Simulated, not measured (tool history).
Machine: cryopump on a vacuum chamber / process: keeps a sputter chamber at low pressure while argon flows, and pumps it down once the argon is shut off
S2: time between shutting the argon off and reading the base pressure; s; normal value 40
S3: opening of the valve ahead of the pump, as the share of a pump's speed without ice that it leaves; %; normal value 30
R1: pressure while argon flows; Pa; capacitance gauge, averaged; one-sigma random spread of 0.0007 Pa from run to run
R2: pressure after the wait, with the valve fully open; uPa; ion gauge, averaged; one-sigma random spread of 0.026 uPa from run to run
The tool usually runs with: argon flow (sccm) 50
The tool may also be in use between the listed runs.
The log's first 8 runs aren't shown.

Run 9, day 26.129: usual settings. Result: R1 0.1256 Pa, R2 1.58 uPa.
Run 10, day 29.671: usual settings but S2 108 s. Result: R1 0.1260 Pa, R2 0.99 uPa.
Run 11, day 32.467: usual settings but S2 108 s. Result: R1 0.1264 Pa, R2 1.02 uPa.
Run 12, day 36.312: usual settings but S2 108 s. Result: R1 0.1257 Pa, R2 1.09 uPa.
Run 13, day 38.554: usual settings but argon flow (sccm) 20. Result: R1 0.0500 Pa, R2 1.71 uPa.
Run 14, day 43.088: usual settings but S3 32 %. Result: R1 0.1205 Pa, R2 1.70 uPa.
Run 15, day 47.379: usual settings but S3 32 %. Result: R1 0.1206 Pa, R2 1.81 uPa.
Run 16, day 51.775: usual settings but S3 32 %. Result: R1 0.1204 Pa, R2 1.89 uPa.
Run 17, day 56.038: usual settings but S3 32 %. Result: R1 0.1215 Pa, R2 1.96 uPa.
Run 18, day 60.271: usual settings but S3 32 %. Result: R1 0.1229 Pa, R2 1.98 uPa.
Run 19, day 62.475: usual settings but argon flow (sccm) 49, S3 32 %. Result: R1 0.1211 Pa, R2 2.00 uPa.
Run 20, day 65.312: usual settings but S2 45 s. Result: R1 0.1302 Pa, R2 1.92 uPa.

Estimate the outcome of run 21 from the log above:
At day 66.642: pump warmed up, emptied and cooled again.
Run 21, day 67.933: usual settings but S2 45 s, S3 28 %. Result: R1 ?, R2 ?.

{"run 21": {"R1": 0.1318, "R2": 1.81}}
Had the tool carried no hidden state, the very same run would have given R1 0.1309 Pa, R2 1.02 uPa.
